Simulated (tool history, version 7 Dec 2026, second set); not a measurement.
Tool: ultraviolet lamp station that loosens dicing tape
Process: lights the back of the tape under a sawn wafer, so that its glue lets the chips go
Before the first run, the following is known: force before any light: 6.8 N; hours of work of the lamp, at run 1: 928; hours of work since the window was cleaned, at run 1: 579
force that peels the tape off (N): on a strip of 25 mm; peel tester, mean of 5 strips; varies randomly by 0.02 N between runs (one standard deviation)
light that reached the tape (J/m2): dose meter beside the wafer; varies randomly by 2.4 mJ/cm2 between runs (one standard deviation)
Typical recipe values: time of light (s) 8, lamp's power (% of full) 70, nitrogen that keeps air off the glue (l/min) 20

run   hour  time of light (s)  lamp's power (% of full)  nitrogen that keeps air off the glue (l/min)  hours of work of the lamp  hours of work since the window was cleaned  force that peels the tape off (N)  light that reached the tape (J/m2)
  1      0                  8                        70                                            20                        928                                         579                              0.959                                2650
  2   47.6                  8                        70                                            20                        948                                         599                              0.932                                2670
  3   79.2                  8                        70                                            20                        961                                         612                              0.911                                2660
  4  106.6                  8                        70                                            13                        973                                         624                              1.189                                2660
  5  143.2                  8                        70                                            13                        988                                         640                              1.181                                2670
  6  194.8                  8                        70                                             8                       1010                                         661                              1.601                                2640
  7  223.1                  8                        70                                            20                       1022                                         673                              0.938                                2610
  8    256                  8                        70                                            20                       1036                                         687                              0.947                                2620
     284.7  -- window cleaned of glue's vapour
  9  310.4                  8                        70                                            20                       1059                                          11                              0.946                                2620
 10  362.7                  8                        70                                            20                       1081                                          33                              0.976                                2660
 11  413.3                  8                        70                                            20                       1103                                          55                              0.979                                2630
 12  465.4                  8                        70                                            20                       1125                                          77                              0.971                                2610
 13  496.9                  8                        70                                            20                       1138                                          90                              0.966                                2650
 14  525.9                  8                        70                                            20                       1150                                         102                              0.912                                2570
 15  572.4                  4                        70                                            20                       1170                                         122                               2.46                                1340
 16  624.5                  4                        70                                            20                       1192                                         144                              2.556                                1340
 17  675.3                  8                        63                                            20                       1214                                         166                              1.168                                2390
 18  698.8                  8                        63                                            20                       1224                                         176                              1.138                                2380

Estimate the outcome of run 19 from the log above:
 19  738.6                  9                        63                                            20                       1240                                         192                                  ?                                   ?

force that peels the tape off (N): 0.945
light that reached the tape (J/m2): 2680
Take away the tool's hidden state, keep the run-to-run variation as it was, and the same run would have given force that peels the tape off (N) 0.942, light that reached the tape (J/m2) 2690.
